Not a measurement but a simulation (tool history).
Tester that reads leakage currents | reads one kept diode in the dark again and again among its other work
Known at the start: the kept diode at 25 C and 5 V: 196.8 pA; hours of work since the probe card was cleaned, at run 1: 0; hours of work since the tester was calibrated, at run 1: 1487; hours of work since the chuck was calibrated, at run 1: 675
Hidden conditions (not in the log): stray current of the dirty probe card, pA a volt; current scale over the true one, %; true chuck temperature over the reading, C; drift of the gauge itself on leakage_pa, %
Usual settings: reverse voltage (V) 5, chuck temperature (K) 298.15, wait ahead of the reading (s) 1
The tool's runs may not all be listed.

run    hour  reverse voltage (V)  chuck temperature (K)  wait ahead of the reading (s)  hours of work since the probe card was cleaned  hours of work since the tester was calibrated  hours of work since the chuck was calibrated  current that the tester gives (pA)
  1       0                    5                 298.15                              1                                               0                                           1487                                           675                              188.92
  2   109.6                 4.53                 298.15                              1                                              49                                           1535                                           724                              177.81
  3   202.6                    5                 298.15                              1                                              90                                           1576                                           765                              187.41
      295.5  -- chuck's temperature calibrated
  4   318.1                    5                 298.15                              1                                             140                                           1627                                            10                              195.03
  5   414.6                    5                 298.15                              1                                             183                                           1670                                            53                               195.4
  6   498.4                 4.58                 298.15                              1                                             220                                           1707                                            90                              185.39
  7   635.1                    5                 298.15                              1                                             281                                           1767                                           150                              194.26
  8   779.8                    5                 298.15                              1                                             345                                           1831                                           215                              192.72
  9   856.3                    5                 298.15                              1                                             379                                           1865                                           249                              192.84
 10   982.4                    5                 329.15                              1                                             435                                           1921                                           304                             2295.08
 11  1130.2                 3.91                 324.15                           3.13                                             500                                           1987                                           370                             1377.74
 12  1210.7                 3.91                 324.15                           3.13                                             536                                           2022                                           406                             1388.16
 13  1317.1                 5.74                 298.15                              1                                             583                                           2069                                           453                              204.32
     1331.1  -- tester calibrated
 14  1418.6                12.01                 298.15                              1                                             627                                             39                                           497                              300.67

What does the tool deliver on the next run?
 15  1566.3                12.01                 298.15                              1                                             692                                            104                                           562                                   ?

For run 15 the tool returned current that the tester gives (pA) 297.96.
On a tool with no hidden condition, and with the same random variation, this run would have come out at current that the tester gives (pA) 313.44.
